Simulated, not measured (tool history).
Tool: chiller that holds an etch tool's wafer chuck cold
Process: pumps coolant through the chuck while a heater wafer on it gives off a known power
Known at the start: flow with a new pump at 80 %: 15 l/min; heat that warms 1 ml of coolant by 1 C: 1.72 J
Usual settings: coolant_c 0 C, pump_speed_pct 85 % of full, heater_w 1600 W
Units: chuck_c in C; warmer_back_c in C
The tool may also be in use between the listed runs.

run 1 hour=0 | coolant_c=0 pump_speed_pct=85 heater_w=1600 | chuck_c=9.2 warmer_back_c=3.52
run 2 hour=29.1 | coolant_c=0 pump_speed_pct=85 heater_w=1600 | chuck_c=9.4 warmer_back_c=3.5
run 3 hour=50.2 | coolant_c=0 pump_speed_pct=85 heater_w=937 | chuck_c=5.6 warmer_back_c=2.07
run 4 hour=82.2 | coolant_c=0 pump_speed_pct=85 heater_w=1600 | chuck_c=9.3 warmer_back_c=3.48
run 5 hour=106.3 | coolant_c=0 pump_speed_pct=85 heater_w=1600 | chuck_c=9.2 warmer_back_c=3.44
run 6 hour=125.9 | coolant_c=0 pump_speed_pct=85 heater_w=1600 | chuck_c=9.3 warmer_back_c=3.51
run 7 hour=156.3 | coolant_c=0 pump_speed_pct=85 heater_w=1783 | chuck_c=10.5 warmer_back_c=3.88
run 8 hour=178.6 | coolant_c=0 pump_speed_pct=85 heater_w=1783 | chuck_c=10.5 warmer_back_c=3.88
run 9 hour=219.6 | coolant_c=3 pump_speed_pct=85 heater_w=1600 | chuck_c=12.2 warmer_back_c=3.51
run 10 hour=249.7 | coolant_c=9 pump_speed_pct=85 heater_w=1600 | chuck_c=18.3 warmer_back_c=3.53
run 11 hour=274.1 | coolant_c=9 pump_speed_pct=85 heater_w=1600 | chuck_c=18.3 warmer_back_c=3.46
run 12 hour=315 | coolant_c=9 pump_speed_pct=85 heater_w=1600 | chuck_c=18.2 warmer_back_c=3.5
run 13 hour=342 | coolant_c=-2 pump_speed_pct=85 heater_w=1600 | chuck_c=7.3 warmer_back_c=3.48
run 14 hour=378.1 | coolant_c=0 pump_speed_pct=85 heater_w=1117 | chuck_c=6.5 warmer_back_c=2.42
run 15 hour=399.5 | coolant_c=0 pump_speed_pct=85 heater_w=1117 | chuck_c=6.5 warmer_back_c=2.45
run 16 hour=445.7 | coolant_c=0 pump_speed_pct=85 heater_w=1117 | chuck_c=6.5 warmer_back_c=2.46
run 17 hour=479.4 | coolant_c=0 pump_speed_pct=85 heater_w=1117 | chuck_c=6.7 warmer_back_c=2.46
run 18 hour=503 | coolant_c=0 pump_speed_pct=85 heater_w=1117 | chuck_c=6.3 warmer_back_c=2.44
run 19 hour=544.1 | coolant_c=9 pump_speed_pct=85 heater_w=1974 | chuck_c=20.6 warmer_back_c=4.31
run 20 hour=583.5 | coolant_c=9 pump_speed_pct=85 heater_w=1974 | chuck_c=20.5 warmer_back_c=4.34
run 21 hour=616.1 | coolant_c=9 pump_speed_pct=85 heater_w=1974 | chuck_c=20.8 warmer_back_c=4.26
run 22 hour=661 | coolant_c=0 pump_speed_pct=97 heater_w=1600 | chuck_c=8.4 warmer_back_c=3.04
run 23 hour=707.4 | coolant_c=0 pump_speed_pct=97 heater_w=1600 | chuck_c=8.3 warmer_back_c=2.98
run 24 hour=743 | coolant_c=-7 pump_speed_pct=97 heater_w=1600 | chuck_c=1.4 warmer_back_c=3.04
run 25 hour=774.1 | coolant_c=-7 pump_speed_pct=97 heater_w=1731 | chuck_c=1.9 warmer_back_c=3.3
run 26 hour=818.6 | coolant_c=-7 pump_speed_pct=97 heater_w=1731 | chuck_c=2 warmer_back_c=3.28
run 27 hour=866.9 | coolant_c=-7 pump_speed_pct=97 heater_w=1731 | chuck_c=1.9 warmer_back_c=3.28
run 28 hour=905.8 | coolant_c=-7 pump_speed_pct=97 heater_w=1731 | chuck_c=1.9 warmer_back_c=3.34
run 29 hour=945.3 | coolant_c=-7 pump_speed_pct=97 heater_w=1731 | chuck_c=2 warmer_back_c=3.35
run 30 hour=977.7 | coolant_c=-10 pump_speed_pct=80 heater_w=1784 | chuck_c=1 warmer_back_c=4.12
run 31 hour=1020.1 | coolant_c=-10 pump_speed_pct=96 heater_w=933 | chuck_c=-5.2 warmer_back_c=1.79

5 ways to go on from here, each from the tool as it stands after run 31. What would each give?
run A hour=1061.6 | coolant_c=0 pump_speed_pct=62 heater_w=941 | chuck_c=? warmer_back_c=?
run B hour=1061.6 | coolant_c=-10 pump_speed_pct=67 heater_w=2041 | chuck_c=? warmer_back_c=?
run C hour=1061.6 | coolant_c=-4 pump_speed_pct=68 heater_w=1669 | chuck_c=? warmer_back_c=?
run D hour=1061.6 | coolant_c=-10 pump_speed_pct=96 heater_w=1314 | chuck_c=? warmer_back_c=?
run E hour=1061.6 | coolant_c=-10 pump_speed_pct=96 heater_w=1471 | chuck_c=? warmer_back_c=?

run=A chuck_c=7.3 warmer_back_c=2.9
run=B chuck_c=4.7 warmer_back_c=5.72
run=C chuck_c=7.8 warmer_back_c=4.54
run=D chuck_c=-3.2 warmer_back_c=2.52
run=E chuck_c=-2.2 warmer_back_c=2.8
Without the tool's hidden state the same runs would have given:
run=A chuck_c=7.3 warmer_back_c=2.9
run=B chuck_c=4.7 warmer_back_c=5.72
run=C chuck_c=7.8 warmer_back_c=4.54
run=D chuck_c=-3.2 warmer_back_c=2.52
run=E chuck_c=-2.2 warmer_back_c=2.8
